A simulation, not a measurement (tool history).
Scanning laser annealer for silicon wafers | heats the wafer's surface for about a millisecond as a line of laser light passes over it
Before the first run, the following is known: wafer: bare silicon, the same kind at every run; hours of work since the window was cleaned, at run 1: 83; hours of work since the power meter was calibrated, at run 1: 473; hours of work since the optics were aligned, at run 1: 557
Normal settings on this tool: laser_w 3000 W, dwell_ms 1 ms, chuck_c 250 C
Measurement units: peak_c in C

run,hour,laser_w,dwell_ms,chuck_c,hours of work since the window was cleaned,hours of work since the power meter was calibrated,hours of work since the optics were aligned,peak_c
1,0,3000,1,250,83,473,557,1068
2,11.5,3000,1,250,89,479,563,1070
3,31.2,2653,1,250,101,491,575,983
4,54.6,3000,1,250,114,504,588,1069
5,77.2,3000,1,250,127,517,601,1070
6,97.9,3000,1,224,139,529,613,1042
7,120.2,3000,1,250,151,541,625,1071
8,139.6,3000,1,250,162,552,636,1072
9,162.9,3000,1,250,176,566,650,1069
10,178.9,3000,1.08,250,185,575,659,1106
11,198.3,3000,1.08,250,196,586,670,1103
12,218,3000,1.08,250,207,597,681,1103
# hour 221.5: window over the wafer cleaned
13,237.7,3000,1.08,250,9,607,691,1105
14,258.5,3000,1.08,250,21,619,703,1103
15,276.6,3000,1,250,31,629,713,1067
16,299.2,3000,1.13,250,44,642,726,1122
# hour 302.3: window over the wafer cleaned, once more
17,316.5,3000,1.19,262,8,651,735,1169
18,328.8,3003,1.09,248,15,658,742,1111
19,348.8,3000,1.06,245,26,669,753,1090
20,360.6,2960,1.06,245,33,676,760,1082
21,382,2955,0.93,234,45,688,772,1013
22,397.7,2763,1.06,250,54,697,781,1036
23,412.9,2840,0.87,273,63,705,789,999
24,435.3,2765,1.07,255,76,718,802,1049
25,448.4,2859,0.83,250,83,726,810,959
26,464.2,2859,0.83,250,92,735,819,958
27,474.9,2859,0.83,250,98,741,825,960
28,494.8,3000,1.02,220,109,752,836,1050
29,510.1,3000,0.82,247,118,761,845,980
30,532.1,2914,0.78,238,131,773,857,933

Alternative continuations, all from the tool just after run 30; predict every row:
A,542.8,2553,1.05,267,137,779,863,?
B,542.8,3197,0.91,253,137,779,863,?
C,542.8,2626,0.97,270,137,779,863,?

run,peak_c
A,989
B,1072
C,982
With no hidden state in the tool, these same runs would have given:
run,peak_c
A,994
B,1078
C,987

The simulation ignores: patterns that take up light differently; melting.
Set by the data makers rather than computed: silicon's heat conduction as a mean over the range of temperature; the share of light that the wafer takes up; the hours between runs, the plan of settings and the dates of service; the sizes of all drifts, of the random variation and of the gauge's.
